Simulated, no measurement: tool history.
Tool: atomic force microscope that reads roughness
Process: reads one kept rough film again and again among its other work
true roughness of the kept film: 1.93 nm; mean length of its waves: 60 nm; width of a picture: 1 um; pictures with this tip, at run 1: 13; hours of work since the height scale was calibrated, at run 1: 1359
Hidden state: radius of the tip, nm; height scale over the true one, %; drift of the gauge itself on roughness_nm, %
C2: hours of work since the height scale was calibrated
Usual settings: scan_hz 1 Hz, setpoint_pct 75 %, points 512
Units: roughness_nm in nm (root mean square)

run 1 hour=0 | scan_hz=1 setpoint_pct=75 points=512 | pictures_with_this_tip=13 C2=1359 | roughness_nm=1.784
-- hour=30.3 new tip fitted
-- hour=65.9 new tip fitted
run 2 hour=70.3 | scan_hz=1 setpoint_pct=63 points=512 | pictures_with_this_tip=8 C2=1403 | roughness_nm=1.851
-- hour=103.1 new tip fitted
run 3 hour=114.1 | scan_hz=1 setpoint_pct=63 points=512 | pictures_with_this_tip=20 C2=1431 | roughness_nm=1.811
-- hour=139.1 new tip fitted
run 4 hour=156.5 | scan_hz=1 setpoint_pct=63 points=512 | pictures_with_this_tip=32 C2=1457 | roughness_nm=1.813
-- hour=174 new tip fitted
-- hour=209.3 new tip fitted
run 5 hour=241 | scan_hz=2.34 setpoint_pct=75 points=512 | pictures_with_this_tip=59 C2=1511 | roughness_nm=1.601
-- hour=248.7 new tip fitted
-- hour=285.8 new tip fitted
run 6 hour=303.7 | scan_hz=2.34 setpoint_pct=75 points=512 | pictures_with_this_tip=33 C2=1550 | roughness_nm=1.639
-- hour=320.6 new tip fitted
run 7 hour=351.3 | scan_hz=2.34 setpoint_pct=75 points=512 | pictures_with_this_tip=57 C2=1580 | roughness_nm=1.616
-- hour=357.2 new tip fitted
-- hour=396.6 new tip fitted
-- hour=429.8 new tip fitted
run 8 hour=429.8 | scan_hz=2.34 setpoint_pct=75 points=512 | pictures_with_this_tip=0 C2=1629 | roughness_nm=1.685
-- hour=468.4 new tip fitted
run 9 hour=476.8 | scan_hz=2.34 setpoint_pct=75 points=512 | pictures_with_this_tip=16 C2=1659 | roughness_nm=1.651
-- hour=505.9 new tip fitted
run 10 hour=512.9 | scan_hz=1 setpoint_pct=75 points=512 | pictures_with_this_tip=13 C2=1681 | roughness_nm=1.795
-- hour=545.5 new tip fitted
-- hour=580.7 new tip fitted
run 11 hour=595.2 | scan_hz=1 setpoint_pct=75 points=512 | pictures_with_this_tip=27 C2=1733 | roughness_nm=1.756
-- hour=617.6 new tip fitted
-- hour=655 new tip fitted
run 12 hour=670.1 | scan_hz=1 setpoint_pct=75 points=512 | pictures_with_this_tip=28 C2=1780 | roughness_nm=1.765
-- hour=690 new tip fitted
run 13 hour=719.7 | scan_hz=1 setpoint_pct=75 points=512 | pictures_with_this_tip=55 C2=1812 | roughness_nm=1.755
-- hour=725.5 new tip fitted
-- hour=762.2 new tip fitted
run 14 hour=788.5 | scan_hz=1.83 setpoint_pct=75 points=512 | pictures_with_this_tip=49 C2=1855 | roughness_nm=1.65
-- hour=795.7 new tip fitted
-- hour=796.7 height scale calibrated on a step standard
-- hour=831.3 new tip fitted
run 15 hour=841.8 | scan_hz=2 setpoint_pct=75 points=512 | pictures_with_this_tip=19 C2=28 | roughness_nm=1.695
-- hour=865.7 new tip fitted
run 16 hour=881.6 | scan_hz=2 setpoint_pct=75 points=512 | pictures_with_this_tip=29 C2=53 | roughness_nm=1.686
-- hour=901.5 new tip fitted
-- hour=936.9 new tip fitted
run 17 hour=936.9 | scan_hz=2.54 setpoint_pct=87 points=875 | pictures_with_this_tip=0 C2=88 | roughness_nm=1.526
-- hour=971.1 new tip fitted
run 18 hour=996.4 | scan_hz=2.54 setpoint_pct=87 points=875 | pictures_with_this_tip=47 C2=126 | roughness_nm=1.441
-- hour=1006.5 new tip fitted
-- hour=1038.9 height scale calibrated on a step standard, once more
-- hour=1046.3 new tip fitted
run 19 hour=1060 | scan_hz=3.67 setpoint_pct=88 points=669 | pictures_with_this_tip=26 C2=13 | roughness_nm=1.281
-- hour=1081.1 new tip fitted
-- hour=1116 new tip fitted
run 20 hour=1129.4 | scan_hz=3.67 setpoint_pct=88 points=669 | pictures_with_this_tip=25 C2=57 | roughness_nm=1.302
-- hour=1151.7 new tip fitted
run 21 hour=1176 | scan_hz=0.65 setpoint_pct=77 points=982 | pictures_with_this_tip=45 C2=86 | roughness_nm=1.734
-- hour=1189.5 new tip fitted
run 22 hour=1211.7 | scan_hz=1.03 setpoint_pct=77 points=623 | pictures_with_this_tip=41 C2=109 | roughness_nm=1.713
-- hour=1225.8 new tip fitted
run 23 hour=1248.6 | scan_hz=1.03 setpoint_pct=77 points=623 | pictures_with_this_tip=43 C2=132 | roughness_nm=1.694
-- hour=1262.9 new tip fitted
-- hour=1300.1 new tip fitted
run 24 hour=1306.6 | scan_hz=1.03 setpoint_pct=69 points=623 | pictures_with_this_tip=12 C2=168 | roughness_nm=1.807
-- hour=1334.7 new tip fitted
run 25 hour=1356.5 | scan_hz=1.03 setpoint_pct=69 points=623 | pictures_with_this_tip=40 C2=200 | roughness_nm=1.754
-- hour=1375 new tip fitted
-- hour=1413.4 new tip fitted
run 26 hour=1418.2 | scan_hz=1.03 setpoint_pct=69 points=623 | pictures_with_this_tip=9 C2=238 | roughness_nm=1.804
-- hour=1447.3 new tip fitted
-- hour=1484.7 new tip fitted
run 27 hour=1494.4 | scan_hz=1.03 setpoint_pct=69 points=623 | pictures_with_this_tip=18 C2=286 | roughness_nm=1.789
-- hour=1522.8 new tip fitted
run 28 hour=1551.4 | scan_hz=1.03 setpoint_pct=69 points=623 | pictures_with_this_tip=53 C2=322 | roughness_nm=1.727
-- hour=1557.2 new tip fitted
-- hour=1594.9 new tip fitted
-- hour=1628.5 new tip fitted
run 29 hour=1636.9 | scan_hz=1.32 setpoint_pct=73 points=454 | pictures_with_this_tip=16 C2=376 | roughness_nm=1.762

Hidden state or all else? Some run-to-run changes of roughness_nm, split into what the settings, what came in and random variation would give without the hidden state, and what is left for the hidden state (with any gauge scatter that isn't in both results):
Run 4 -> 5: scan_hz 1 -> 2.34, setpoint_pct 63 -> 75, new tip fitted, new tip fitted. roughness_nm -0.212 nm (root mean square): hidden state -0.035, all else -0.177.
Run 7 -> 8: new tip fitted, new tip fitted, new tip fitted. roughness_nm +0.069 nm (root mean square): hidden state +0.08, all else -0.011.
Run 17 -> 18: new tip fitted. roughness_nm -0.085 nm (root mean square): hidden state -0.064, all else -0.021.
Run 20 -> 21: scan_hz 3.67 -> 0.65, setpoint_pct 88 -> 77, points 669 -> 982, new tip fitted. roughness_nm +0.432 nm (root mean square): hidden state -0.053, all else +0.485.
